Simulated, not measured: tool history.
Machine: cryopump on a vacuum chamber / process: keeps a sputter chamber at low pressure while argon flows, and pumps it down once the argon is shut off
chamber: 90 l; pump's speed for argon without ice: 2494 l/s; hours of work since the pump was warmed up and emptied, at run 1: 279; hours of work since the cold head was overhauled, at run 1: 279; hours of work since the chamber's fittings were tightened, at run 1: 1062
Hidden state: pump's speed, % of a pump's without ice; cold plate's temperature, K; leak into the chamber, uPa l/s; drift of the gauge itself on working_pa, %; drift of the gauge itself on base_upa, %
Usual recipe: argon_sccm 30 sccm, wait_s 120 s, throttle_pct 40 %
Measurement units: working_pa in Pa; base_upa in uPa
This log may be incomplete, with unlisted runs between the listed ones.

run,hour,argon_sccm,wait_s,throttle_pct,hours of work since the pump was warmed up and emptied,hours of work since the cold head was overhauled,hours of work since the chamber's fittings were tightened,working_pa,base_upa
1,0.0,30,120,40,279,279,1062,0.0545,1.20
2,19.2,30,120,40,291,291,1074,0.0541,1.16
3,31.6,30,120,40,298,298,1082,0.0542,1.21
4,43.4,30,120,40,306,306,1089,0.0560,1.19
5,55.4,30,120,40,313,313,1097,0.0547,1.18
6,66.0,30,113,40,320,320,1103,0.0545,1.14
7,82.0,36,120,40,330,330,1113,0.0663,1.17
8,98.8,36,83,40,340,340,1124,0.0666,1.32
9,113.8,36,81,40,349,349,1133,0.0666,1.35
10,124.6,30,120,40,356,356,1140,0.0554,1.24
11,141.9,25,20,60,367,367,1150,0.0330,2.31
12,160.2,44,120,54,378,378,1162,0.0626,1.27
13,177.8,18,246,58,389,389,1173,0.0244,1.16
14,190.6,18,50,36,397,397,1181,0.0376,1.60
15,199.3,18,84,38,402,402,1186,0.0351,1.37
16,215.4,30,66,40,412,412,1196,0.0557,1.48
17,230.5,34,24,57,422,422,1205,0.0477,2.15
18,240.2,38,120,27,428,428,1211,0.1020,1.39
19,251.1,14,146,33,435,435,1218,0.0320,1.27

Branching from run 19: 3 alternative next runs. What would each branch give?
A,264.8,14,146,21,443,443,1227,?,?
B,264.8,43,146,46,443,443,1227,?,?
C,264.8,49,146,23,443,443,1227,?,?

run,working_pa,base_upa
A,0.0477,1.33
B,0.0720,1.36
C,0.1556,1.27
Stripped of hidden state, with their random variation kept, the same runs would have yielded:
run,working_pa,base_upa
A,0.0449,0.29
B,0.0633,0.30
C,0.1457,0.25
